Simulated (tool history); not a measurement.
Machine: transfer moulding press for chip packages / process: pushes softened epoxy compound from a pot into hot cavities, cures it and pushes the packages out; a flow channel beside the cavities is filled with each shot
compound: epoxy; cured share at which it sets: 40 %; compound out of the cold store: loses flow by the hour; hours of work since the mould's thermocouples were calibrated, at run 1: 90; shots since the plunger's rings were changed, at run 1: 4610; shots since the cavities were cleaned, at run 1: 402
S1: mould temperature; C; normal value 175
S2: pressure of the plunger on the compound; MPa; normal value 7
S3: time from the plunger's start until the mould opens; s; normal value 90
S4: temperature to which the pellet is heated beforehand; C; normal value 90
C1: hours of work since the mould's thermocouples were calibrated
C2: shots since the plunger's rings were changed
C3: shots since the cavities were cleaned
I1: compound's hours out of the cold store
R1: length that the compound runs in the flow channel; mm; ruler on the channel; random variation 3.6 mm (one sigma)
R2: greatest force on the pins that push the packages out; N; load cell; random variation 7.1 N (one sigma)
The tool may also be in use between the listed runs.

run,hour,S1,S2,S3,S4,C1,C2,C3,I1,R1,R2
1,0,175,7,90,90,90,4610,402,41.2,625,411
# hour 22.9: cavities cleaned with cleaning compound and waxed
2,71.4,175,7,90,90,138,5506,622,9.7,670,459
# hour 77.2: cavities cleaned with cleaning compound and waxed
3,118,175,7,90,85,170,6084,523,43.3,612,437
# hour 128.1: cavities cleaned with cleaning compound and waxed
# hour 151.5: plunger's sealing rings changed
# hour 181.6: cavities cleaned with cleaning compound and waxed
4,188.4,169,7,90,85,215,454,87,23.8,703,566
# hour 235.4: cavities cleaned with cleaning compound and waxed
5,254.9,175,7,90,97,260,1287,249,42.7,645,353
# hour 288.3: cavities cleaned with cleaning compound and waxed
6,296.2,175,7,90,97,288,1798,102,44.5,628,313
# hour 342.9: cavities cleaned with cleaning compound and waxed
7,356.1,175,7,90,97,329,2546,170,29.6,657,356
8,390.6,175,7,90,90,353,2988,612,24,659,451
# hour 399: cavities cleaned with cleaning compound and waxed
# hour 450.8: cavities cleaned with cleaning compound and waxed
9,466.8,170,6.9,115,90,404,3926,205,42.7,639,341
# hour 505.3: cavities cleaned with cleaning compound and waxed
10,513.1,167,7,78,90,435,4500,100,16.1,702,898
# hour 551.9: mould's thermocouples calibrated
# hour 557.5: cavities cleaned with cleaning compound and waxed
11,560.5,179,7,123,90,5,5062,38,46.7,596,222
# hour 611.4: cavities cleaned with cleaning compound and waxed
12,622.3,179,7,123,90,47,5836,140,29,620,257
13,658.7,175,7.45,107,90,72,6302,606,39.9,636,357
# hour 665.2: cavities cleaned with cleaning compound and waxed
# hour 679.5: plunger's sealing rings changed
14,713.2,172,5.41,73,83,107,432,583,32.3,604,976
# hour 720.7: cavities cleaned with cleaning compound and waxed
15,747.4,172,5.41,73,83,130,851,342,15.1,623,874
# hour 773.6: cavities cleaned with cleaning compound and waxed
# hour 826.9: cavities cleaned with cleaning compound and waxed
16,829.2,175,7.12,90,100,185,1861,29,21.4,678,322

Entry by entry between the runs, the difference in hidden state between the last listed run before and the first listed run after:
From run 1 to run 2: cavities cleaned with cleaning compound and waxed (hour 22.9)
  true mould temperature over the reading, C: 0.18 -> 0.1; pressure that reaches the compound, % of what is set: 91.64 -> 90.02; grip of the stained cavities, % over clean ones': 39.4 -> 52.1
  measured result minus the result with no hidden state, R1: -28 -> -37 mm; R2: +112 -> +155 N
From run 2 to run 3: cavities cleaned with cleaning compound and waxed (hour 77.2)
  true mould temperature over the reading, C: 0.1 -> 0.05; pressure that reaches the compound, % of what is set: 90.02 -> 88.9; grip of the stained cavities, % over clean ones': 52.1 -> 49.2
  measured result minus the result with no hidden state, R1: -37 -> -37 mm; R2: +155 -> +141 N
From run 3 to run 4: cavities cleaned with cleaning compound and waxed (hour 128.1); plunger's sealing rings changed (hour 151.5); cavities cleaned with cleaning compound and waxed (hour 181.6)
  true mould temperature over the reading, C: 0.05 -> -0.02; pressure that reaches the compound, % of what is set: 88.9 -> 98.55; grip of the stained cavities, % over clean ones': 49.2 -> 11.8
  measured result minus the result with no hidden state, R1: -37 -> -5 mm; R2: +141 -> +60 N
From run 4 to run 5: cavities cleaned with cleaning compound and waxed (hour 235.4)
  true mould temperature over the reading, C: -0.02 -> -0.1; pressure that reaches the compound, % of what is set: 98.55 -> 97.07; grip of the stained cavities, % over clean ones': 11.8 -> 25.4
  measured result minus the result with no hidden state, R1: -5 -> -10 mm; R2: +60 -> +75 N
From run 5 to run 6: cavities cleaned with cleaning compound and waxed (hour 288.3)
  true mould temperature over the reading, C: -0.1 -> -0.15; pressure that reaches the compound, % of what is set: 97.07 -> 96.19; grip of the stained cavities, % over clean ones': 25.4 -> 13.8
  measured result minus the result with no hidden state, R1: -10 -> -12 mm; R2: +75 -> +40 N
From run 6 to run 7: cavities cleaned with cleaning compound and waxed (hour 342.9)
  true mould temperature over the reading, C: -0.15 -> -0.22; pressure that reaches the compound, % of what is set: 96.19 -> 94.89; grip of the stained cavities, % over clean ones': 13.8 -> 21.3
  measured result minus the result with no hidden state, R1: -12 -> -17 mm; R2: +40 -> +66 N
From run 8 to run 9: cavities cleaned with cleaning compound and waxed (hour 399); cavities cleaned with cleaning compound and waxed (hour 450.8)
  true mould temperature over the reading, C: -0.25 -> -0.33; pressure that reaches the compound, % of what is set: 94.1 -> 92.35; grip of the stained cavities, % over clean ones': 51.8 -> 24.9
  measured result minus the result with no hidden state, R1: -19 -> -24 mm; R2: +159 -> +71 N
From run 9 to run 10: cavities cleaned with cleaning compound and waxed (hour 505.3)
  true mould temperature over the reading, C: -0.33 -> -0.38; pressure that reaches the compound, % of what is set: 92.35 -> 91.34; grip of the stained cavities, % over clean ones': 24.9 -> 11.4
  measured result minus the result with no hidden state, R1: -24 -> -31 mm; R2: +71 -> +111 N
From run 10 to run 11: mould's thermocouples calibrated (hour 551.9); cavities cleaned with cleaning compound and waxed (hour 557.5)
  true mould temperature over the reading, C: -0.38 -> -0.52; pressure that reaches the compound, % of what is set: 91.34 -> 90.25; grip of the stained cavities, % over clean ones': 11.4 -> 4.3
  measured result minus the result with no hidden state, R1: -31 -> -29 mm; R2: +111 -> +10 N
From run 11 to run 12: cavities cleaned with cleaning compound and waxed (hour 611.4)
  true mould temperature over the reading, C: -0.52 -> -0.59; pressure that reaches the compound, % of what is set: 90.25 -> 88.9; grip of the stained cavities, % over clean ones': 4.3 -> 16.3
  measured result minus the result with no hidden state, R1: -29 -> -35 mm; R2: +10 -> +35 N
From run 13 to run 14: cavities cleaned with cleaning compound and waxed (hour 665.2); plunger's sealing rings changed (hour 679.5)
  true mould temperature over the reading, C: -0.63 -> -0.69; pressure that reaches the compound, % of what is set: 88.1 -> 98.8; grip of the stained cavities, % over clean ones': 51.7 -> 52.2
  measured result minus the result with no hidden state, R1: -39 -> -1 mm; R2: +126 -> +366 N
From run 14 to run 15: cavities cleaned with cleaning compound and waxed (hour 720.7)
  true mould temperature over the reading, C: -0.69 -> -0.73; pressure that reaches the compound, % of what is set: 98.8 -> 98.1; grip of the stained cavities, % over clean ones': 52.2 -> 35.5
  measured result minus the result with no hidden state, R1: -1 -> -3 mm; R2: +366 -> +262 N
From run 15 to run 16: cavities cleaned with cleaning compound and waxed (hour 773.6); cavities cleaned with cleaning compound and waxed (hour 826.9)
  true mould temperature over the reading, C: -0.73 -> -0.82; pressure that reaches the compound, % of what is set: 98.1 -> 96.2; grip of the stained cavities, % over clean ones': 35.5 -> 4.1
  measured result minus the result with no hidden state, R1: -3 -> -10 mm; R2: +262 -> +29 N
